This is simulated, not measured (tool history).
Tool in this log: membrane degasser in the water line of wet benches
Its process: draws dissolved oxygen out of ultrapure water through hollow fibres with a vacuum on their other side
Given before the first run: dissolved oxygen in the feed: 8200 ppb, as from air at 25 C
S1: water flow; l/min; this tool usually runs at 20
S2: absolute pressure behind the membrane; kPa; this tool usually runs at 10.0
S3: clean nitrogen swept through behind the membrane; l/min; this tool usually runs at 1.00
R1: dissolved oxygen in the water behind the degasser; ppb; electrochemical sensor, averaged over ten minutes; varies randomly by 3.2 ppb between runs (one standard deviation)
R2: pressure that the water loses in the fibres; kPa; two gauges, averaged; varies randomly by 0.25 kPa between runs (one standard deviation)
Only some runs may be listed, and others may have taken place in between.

run    hour  S1    S2    S3     R1     R2
  1     0.0  20  10.0  1.00  356.2  65.25
  2   147.5  20  10.0  1.00  351.5  64.79
  3   335.3  20  10.0  1.00  353.3  64.89
  4   455.8  20  10.0  1.00  352.0  65.01
  5   685.7  20  10.0  1.00  346.0  64.71
  6   809.2  20   9.3  1.00  319.9  65.12
  7  1027.3  20   9.3  1.00  326.0  65.13
  8  1175.9  20  10.0  1.00  350.5  64.95
  9  1347.0  20   6.2  1.00  192.8  65.06
 10  1463.8  20   6.2  1.00  191.5  64.70
 11  1566.6  20  11.5  1.00  412.6  65.07
 12  1720.6  20  11.5  1.00  420.3  64.94
 13  1872.5  20  11.5  1.00  413.5  64.90
 14  1989.8  20  11.5  1.00  417.2  65.03
 15  2091.6  19  18.0  2.65  298.8  61.22
 16  2224.4  27   6.2  1.93  238.5  87.94
 17  2377.7  25   7.0  1.00  320.2  80.93
 18  2602.8  20  11.9  2.40  230.1  64.92
 19  2765.5  20  11.9  2.40  231.8  64.21
 20  2969.0  20  11.2  2.25  230.0  64.91
 21  3125.7  20  11.2  2.25  225.6  64.91
 22  3307.4  16  10.0  1.15  242.5  51.99
 23  3481.7  20  10.0  0.40  663.4  64.94
 24  3606.9  20   7.8  1.48  203.1  65.07
 25  3725.5  26  10.4  0.43  857.8  84.39
 26  3846.2  20  11.3  0.93  427.7  65.18
 27  4019.4  16  24.7  0.93  792.1  51.86
 28  4156.8  16   6.6  1.11  140.8  52.42

Put back what was entered between runs (3 entries, withheld): which listed runs does each sit between, and how does the hidden state differ from the listed run before to the listed run after?
From run 14 to run 15: membrane cartridge changed (hour 2032.6); vacuum gauge calibrated (hour 2065.0)
  membrane still open, %: 99.7 -> 100; true pressure behind the membrane over the reading, kPa: 0.01 -> 0
From run 25 to run 26: seals of the vacuum lines changed (hour 3819.4)
  air that leaks in behind the membrane, l/min: 0.0023 -> 0.002

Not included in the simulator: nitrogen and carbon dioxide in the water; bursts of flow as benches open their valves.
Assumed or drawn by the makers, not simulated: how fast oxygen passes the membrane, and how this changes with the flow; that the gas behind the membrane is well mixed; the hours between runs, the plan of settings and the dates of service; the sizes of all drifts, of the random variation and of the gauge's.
